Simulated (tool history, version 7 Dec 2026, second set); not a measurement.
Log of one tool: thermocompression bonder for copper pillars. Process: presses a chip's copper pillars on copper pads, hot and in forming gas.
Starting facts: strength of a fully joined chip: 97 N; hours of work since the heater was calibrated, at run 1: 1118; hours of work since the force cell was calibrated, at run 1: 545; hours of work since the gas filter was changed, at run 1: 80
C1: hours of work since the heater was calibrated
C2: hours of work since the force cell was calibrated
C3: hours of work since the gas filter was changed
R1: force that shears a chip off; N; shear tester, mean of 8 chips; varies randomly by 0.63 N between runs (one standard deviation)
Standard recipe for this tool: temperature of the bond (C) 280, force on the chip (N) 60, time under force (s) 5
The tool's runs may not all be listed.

{"run": 1, "day": 0.0, "temperature of the bond (C)": 280, "force on the chip (N)": 60, "time under force (s)": 5, "C1": 1118, "C2": 545, "C3": 80, "R1": 46.2}
{"run": 2, "day": 1.8, "temperature of the bond (C)": 280, "force on the chip (N)": 60, "time under force (s)": 5, "C1": 1135, "C2": 563, "C3": 98, "R1": 45.6}
{"run": 3, "day": 3.033, "temperature of the bond (C)": 280, "force on the chip (N)": 60, "time under force (s)": 5, "C1": 1147, "C2": 575, "C3": 109, "R1": 45.4}
{"run": 4, "day": 5.129, "temperature of the bond (C)": 280, "force on the chip (N)": 60, "time under force (s)": 5, "C1": 1168, "C2": 595, "C3": 130, "R1": 45.8}
{"run": 5, "day": 6.746, "temperature of the bond (C)": 280, "force on the chip (N)": 60, "time under force (s)": 5, "C1": 1183, "C2": 611, "C3": 145, "R1": 46.5}
{"run": 6, "day": 8.308, "temperature of the bond (C)": 280, "force on the chip (N)": 60, "time under force (s)": 5, "C1": 1198, "C2": 626, "C3": 161, "R1": 46.4}
{"run": 7, "day": 9.517, "temperature of the bond (C)": 258, "force on the chip (N)": 60, "time under force (s)": 5, "C1": 1210, "C2": 637, "C3": 172, "R1": 33.3}
{"run": 8, "day": 11.388, "temperature of the bond (C)": 258, "force on the chip (N)": 60, "time under force (s)": 5, "C1": 1228, "C2": 656, "C3": 191, "R1": 34.8}
{"run": 9, "day": 13.221, "temperature of the bond (C)": 258, "force on the chip (N)": 60, "time under force (s)": 5, "C1": 1246, "C2": 673, "C3": 208, "R1": 34.2}
{"run": 10, "day": 15.3, "temperature of the bond (C)": 258, "force on the chip (N)": 60, "time under force (s)": 5, "C1": 1266, "C2": 694, "C3": 228, "R1": 33.8}
{"run": 11, "day": 16.938, "temperature of the bond (C)": 279, "force on the chip (N)": 60, "time under force (s)": 5, "C1": 1282, "C2": 709, "C3": 244, "R1": 44.8}
{"run": 12, "day": 19.267, "temperature of the bond (C)": 279, "force on the chip (N)": 60, "time under force (s)": 5, "C1": 1305, "C2": 732, "C3": 267, "R1": 44.6}
{"run": 13, "day": 21.0, "temperature of the bond (C)": 279, "force on the chip (N)": 60, "time under force (s)": 5, "C1": 1321, "C2": 749, "C3": 284, "R1": 43.8}
{"run": 14, "day": 23.175, "temperature of the bond (C)": 280, "force on the chip (N)": 60, "time under force (s)": 5, "C1": 1343, "C2": 770, "C3": 305, "R1": 44.7}
{"run": 15, "day": 24.75, "temperature of the bond (C)": 280, "force on the chip (N)": 60, "time under force (s)": 5, "C1": 1358, "C2": 785, "C3": 320, "R1": 43.4}
{"run": 16, "day": 26.058, "temperature of the bond (C)": 280, "force on the chip (N)": 60, "time under force (s)": 5, "C1": 1371, "C2": 798, "C3": 333, "R1": 43.4}
{"run": 17, "day": 27.5, "temperature of the bond (C)": 280, "force on the chip (N)": 60, "time under force (s)": 5, "C1": 1385, "C2": 812, "C3": 347, "R1": 44.3}
{"day": 28.512, "done": "heater calibrated with a thermocouple chip"}
{"run": 18, "day": 29.238, "temperature of the bond (C)": 280, "force on the chip (N)": 60, "time under force (s)": 5, "C1": 7, "C2": 828, "C3": 363, "R1": 46.2}
{"run": 19, "day": 31.15, "temperature of the bond (C)": 280, "force on the chip (N)": 60, "time under force (s)": 3, "C1": 26, "C2": 846, "C3": 381, "R1": 39.9}
{"day": 32.579, "done": "heater calibrated with a thermocouple chip, once more"}
{"run": 20, "day": 33.071, "temperature of the bond (C)": 280, "force on the chip (N)": 86, "time under force (s)": 5, "C1": 5, "C2": 864, "C3": 399, "R1": 50.8}
{"run": 21, "day": 34.596, "temperature of the bond (C)": 273, "force on the chip (N)": 41, "time under force (s)": 5, "C1": 20, "C2": 879, "C3": 414, "R1": 23.3}
{"run": 22, "day": 36.012, "temperature of the bond (C)": 273, "force on the chip (N)": 41, "time under force (s)": 5, "C1": 33, "C2": 893, "C3": 428, "R1": 23.2}
{"run": 23, "day": 37.688, "temperature of the bond (C)": 304, "force on the chip (N)": 80, "time under force (s)": 14, "C1": 50, "C2": 909, "C3": 444, "R1": 74.1}
{"run": 24, "day": 38.904, "temperature of the bond (C)": 304, "force on the chip (N)": 80, "time under force (s)": 14, "C1": 61, "C2": 921, "C3": 456, "R1": 76.6}
{"run": 25, "day": 40.35, "temperature of the bond (C)": 280, "force on the chip (N)": 67, "time under force (s)": 4, "C1": 75, "C2": 935, "C3": 470, "R1": 36.8}
{"day": 40.692, "done": "forming gas filter changed"}
{"run": 26, "day": 41.646, "temperature of the bond (C)": 303, "force on the chip (N)": 39, "time under force (s)": 9, "C1": 88, "C2": 947, "C3": 9, "R1": 47.8}
{"run": 27, "day": 43.408, "temperature of the bond (C)": 303, "force on the chip (N)": 39, "time under force (s)": 9, "C1": 105, "C2": 964, "C3": 26, "R1": 47.7}
{"run": 28, "day": 45.0, "temperature of the bond (C)": 303, "force on the chip (N)": 39, "time under force (s)": 9, "C1": 120, "C2": 980, "C3": 42, "R1": 47.3}
{"run": 29, "day": 46.162, "temperature of the bond (C)": 303, "force on the chip (N)": 39, "time under force (s)": 9, "C1": 132, "C2": 991, "C3": 53, "R1": 48.7}
{"run": 30, "day": 47.2, "temperature of the bond (C)": 303, "force on the chip (N)": 39, "time under force (s)": 9, "C1": 142, "C2": 1001, "C3": 63, "R1": 47.2}
{"run": 31, "day": 49.55, "temperature of the bond (C)": 307, "force on the chip (N)": 60, "time under force (s)": 9, "C1": 164, "C2": 1024, "C3": 86, "R1": 65.3}
{"run": 32, "day": 50.854, "temperature of the bond (C)": 307, "force on the chip (N)": 60, "time under force (s)": 9, "C1": 177, "C2": 1036, "C3": 99, "R1": 65.5}
{"run": 33, "day": 52.392, "temperature of the bond (C)": 286, "force on the chip (N)": 60, "time under force (s)": 5, "C1": 192, "C2": 1051, "C3": 113, "R1": 44.2}
{"run": 34, "day": 54.238, "temperature of the bond (C)": 280, "force on the chip (N)": 79, "time under force (s)": 5, "C1": 210, "C2": 1069, "C3": 131, "R1": 49.7}
{"run": 35, "day": 55.954, "temperature of the bond (C)": 280, "force on the chip (N)": 60, "time under force (s)": 6, "C1": 226, "C2": 1086, "C3": 148, "R1": 43.9}
{"run": 36, "day": 57.892, "temperature of the bond (C)": 310, "force on the chip (N)": 60, "time under force (s)": 3, "C1": 245, "C2": 1105, "C3": 167, "R1": 48.5}
{"run": 37, "day": 59.125, "temperature of the bond (C)": 265, "force on the chip (N)": 87, "time under force (s)": 3, "C1": 257, "C2": 1117, "C3": 179, "R1": 38.1}
{"run": 38, "day": 60.267, "temperature of the bond (C)": 287, "force on the chip (N)": 66, "time under force (s)": 5, "C1": 268, "C2": 1128, "C3": 190, "R1": 47.7}
{"run": 39, "day": 62.329, "temperature of the bond (C)": 304, "force on the chip (N)": 76, "time under force (s)": 14, "C1": 288, "C2": 1148, "C3": 210, "R1": 78.4}

Predict each of these 5 candidate next runs independently; none follows another, all start after run 39:
{"run": "A", "day": 63.838, "temperature of the bond (C)": 259, "force on the chip (N)": 76, "time under force (s)": 14, "C1": 303, "C2": 1162, "C3": 224, "R1": "?"}
{"run": "B", "day": 63.838, "temperature of the bond (C)": 256, "force on the chip (N)": 60, "time under force (s)": 5, "C1": 303, "C2": 1162, "C3": 224, "R1": "?"}
{"run": "C", "day": 63.838, "temperature of the bond (C)": 288, "force on the chip (N)": 60, "time under force (s)": 5, "C1": 303, "C2": 1162, "C3": 224, "R1": "?"}
{"run": "D", "day": 63.838, "temperature of the bond (C)": 304, "force on the chip (N)": 67, "time under force (s)": 15, "C1": 303, "C2": 1162, "C3": 224, "R1": "?"}
{"run": "E", "day": 63.838, "temperature of the bond (C)": 280, "force on the chip (N)": 60, "time under force (s)": 3, "C1": 303, "C2": 1162, "C3": 224, "R1": "?"}

run=A R1=54.1
run=B R1=29.3
run=C R1=44.5
run=D R1=74.5
run=E R1=32
Had the tool no hidden state, the same runs would have come out as:
run=A R1=57.3
run=B R1=31.1
run=C R1=47.3
run=D R1=79
run=E R1=34.1
